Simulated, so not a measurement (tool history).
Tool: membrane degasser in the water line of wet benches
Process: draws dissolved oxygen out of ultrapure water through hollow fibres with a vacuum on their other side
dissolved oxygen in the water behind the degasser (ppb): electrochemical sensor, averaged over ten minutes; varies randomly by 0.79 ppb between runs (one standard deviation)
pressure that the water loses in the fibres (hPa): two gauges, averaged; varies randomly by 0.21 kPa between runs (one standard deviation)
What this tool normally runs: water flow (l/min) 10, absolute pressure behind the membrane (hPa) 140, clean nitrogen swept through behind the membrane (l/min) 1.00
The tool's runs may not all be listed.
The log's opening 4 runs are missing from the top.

| run | hour | water flow (l/min) | absolute pressure behind the membrane (hPa) | clean nitrogen swept through behind the membrane (l/min) | dissolved oxygen in the water behind the degasser (ppb) | pressure that the water loses in the fibres (hPa) |
|---|---|---|---|---|---|---|
| 5 | 352.2 | 10 | 140 | 1.00 | 260.3 | 506.3 |
|  | 430.8 | vacuum gauge calibrated |
| 6 | 470.3 | 10 | 140 | 1.00 | 254.9 | 508.1 |
| 7 | 539.5 | 10 | 140 | 1.00 | 254.5 | 511.2 |
| 8 | 647.3 | 10 | 140 | 2.48 | 111.6 | 511.5 |
| 9 | 716.7 | 10 | 140 | 2.48 | 112.3 | 509.7 |
| 10 | 829.4 | 11 | 140 | 2.48 | 122.5 | 562.2 |
| 11 | 911.1 | 10 | 140 | 1.00 | 253.6 | 509.4 |
| 12 | 1020.3 | 10 | 140 | 1.00 | 255.4 | 512.4 |
| 13 | 1123.4 | 10 | 121 | 1.00 | 212.2 | 518.0 |
| 14 | 1263.9 | 10 | 121 | 1.00 | 212.9 | 509.5 |
| 15 | 1375.6 | 10 | 121 | 1.00 | 213.1 | 508.6 |
| 16 | 1501.1 | 10 | 121 | 1.00 | 212.3 | 512.5 |
| 17 | 1616.8 | 7 | 121 | 1.00 | 152.4 | 357.8 |
| 18 | 1706.7 | 15 | 84 | 0.65 | 269.1 | 767.3 |
| 19 | 1851.3 | 15 | 84 | 1.05 | 181.9 | 774.5 |
| 20 | 1960.3 | 15 | 84 | 1.05 | 182.1 | 764.9 |
| 21 | 2109.9 | 8 | 84 | 0.50 | 192.7 | 409.4 |
| 22 | 2193.7 | 8 | 216 | 0.50 | 634.6 | 413.8 |
| 23 | 2342.0 | 8 | 216 | 0.50 | 642.7 | 410.0 |

Run 24, settings as shown, results not yet in. Your forecast:
| 24 | 2476.9 | 8 | 216 | 0.50 | ? | ? |

{"run 24": {"dissolved oxygen in the water behind the degasser (ppb)": 635.7, "pressure that the water loses in the fibres (hPa)": 414.4}}
Were there no unlogged condition in the tool, this run, its random variation unchanged, would have produced dissolved oxygen in the water behind the degasser (ppb) 626.4, pressure that the water loses in the fibres (hPa) 405.4.

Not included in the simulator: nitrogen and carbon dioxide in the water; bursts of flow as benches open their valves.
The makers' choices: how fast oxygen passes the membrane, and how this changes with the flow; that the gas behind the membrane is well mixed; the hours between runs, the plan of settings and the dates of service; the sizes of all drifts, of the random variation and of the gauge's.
